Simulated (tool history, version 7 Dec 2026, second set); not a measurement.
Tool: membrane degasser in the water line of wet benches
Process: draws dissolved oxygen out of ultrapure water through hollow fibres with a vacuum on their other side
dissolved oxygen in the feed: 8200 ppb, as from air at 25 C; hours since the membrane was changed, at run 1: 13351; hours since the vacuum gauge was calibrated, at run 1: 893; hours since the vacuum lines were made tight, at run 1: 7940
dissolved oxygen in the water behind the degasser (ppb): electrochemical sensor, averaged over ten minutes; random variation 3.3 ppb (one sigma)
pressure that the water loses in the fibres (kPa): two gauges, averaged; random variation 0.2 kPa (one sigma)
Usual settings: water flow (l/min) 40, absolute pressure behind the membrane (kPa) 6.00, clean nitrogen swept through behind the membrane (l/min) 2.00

run      day  water flow (l/min)  absolute pressure behind the membrane (kPa)  clean nitrogen swept through behind the membrane (l/min)  hours since the membrane was changed  hours since the vacuum gauge was calibrated  hours since the vacuum lines were made tight  dissolved oxygen in the water behind the degasser (ppb)  pressure that the water loses in the fibres (kPa)
  1    0.000                  40                                         6.00                                                      2.00                                 13351                                          893                                          7940                                                    327.8                                              45.45
  2    9.346                  40                                         6.00                                                      2.00                                 13575                                         1117                                          8164                                                    329.8                                              45.69
  3   21.846                  40                                         6.00                                                      2.00                                 13875                                         1417                                          8464                                                    332.1                                              45.97
  4   35.492                  40                                         6.00                                                      2.00                                 14202                                         1745                                          8791                                                    337.1                                              45.55
  5   47.150                  40                                         6.00                                                      2.00                                 14482                                         2024                                          9071                                                    323.8                                              45.80
  6   58.575                  40                                         6.00                                                      2.00                                 14756                                         2299                                          9345                                                    328.8                                              45.48
  7   68.092                  40                                         6.00                                                      2.00                                 14985                                         2527                                          9574                                                    335.4                                              45.41
  8   82.008                  40                                         6.00                                                      2.00                                 15319                                         2861                                          9908                                                    328.1                                              45.39
  9   96.446                  40                                         6.00                                                      2.13                                 15665                                         3208                                         10254                                                    320.0                                              45.30
 10  103.975                  40                                         6.00                                                      2.13                                 15846                                         3388                                         10435                                                    323.8                                              45.45
 11  112.658                  40                                         3.62                                                      2.00                                 16054                                         3597                                         10643                                                    229.0                                              44.88
 12  119.100                  40                                         6.00                                                      2.00                                 16209                                         3751                                         10798                                                    327.1                                              44.91
 13  130.225                  40                                         6.00                                                      2.00                                 16476                                         4018                                         11065                                                    323.9                                              45.14
     135.762  -- seals of the vacuum lines changed
 14  139.762                  40                                         6.00                                                      2.00                                 16703                                         4245                                            96                                                    327.1                                              44.70
 15  147.125                  40                                         6.00                                                      2.00                                 16880                                         4422                                           273                                                    334.2                                              45.03
     153.538  -- membrane cartridge changed
 16  156.033                  25                                         3.62                                                      1.49                                    60                                         4632                                           482                                                    111.0                                              28.19
 17  169.854                  25                                         3.62                                                      1.49                                   392                                         4963                                           814                                                    110.2                                              27.64
 18  179.675                  26                                         6.00                                                      2.00                                   627                                         5199                                          1050                                                    183.3                                              29.17
 19  189.879                  26                                         7.82                                                      0.94                                   872                                         5444                                          1295                                                    356.5                                              28.91
     198.188  -- vacuum gauge calibrated
 20  200.833                  26                                         7.82                                                      0.94                                  1135                                           63                                          1557                                                    363.5                                              28.93
     209.158  -- gauge calibrated
 21  215.717                  33                                         7.84                                                      2.00                                  1492                                          421                                          1914                                                    314.0                                              37.87

The next listed run, before its measurement:
 22  230.846                  47                                         3.67                                                      1.66                                  1855                                          784                                          2278                                                        ?                                                  ?

Run 22 gave dissolved oxygen in the water behind the degasser (ppb) 294.0, pressure that the water loses in the fibres (kPa) 53.82.
Without the tool's hidden state the same run would have given dissolved oxygen in the water behind the degasser (ppb) 293.8, pressure that the water loses in the fibres (kPa) 53.96.
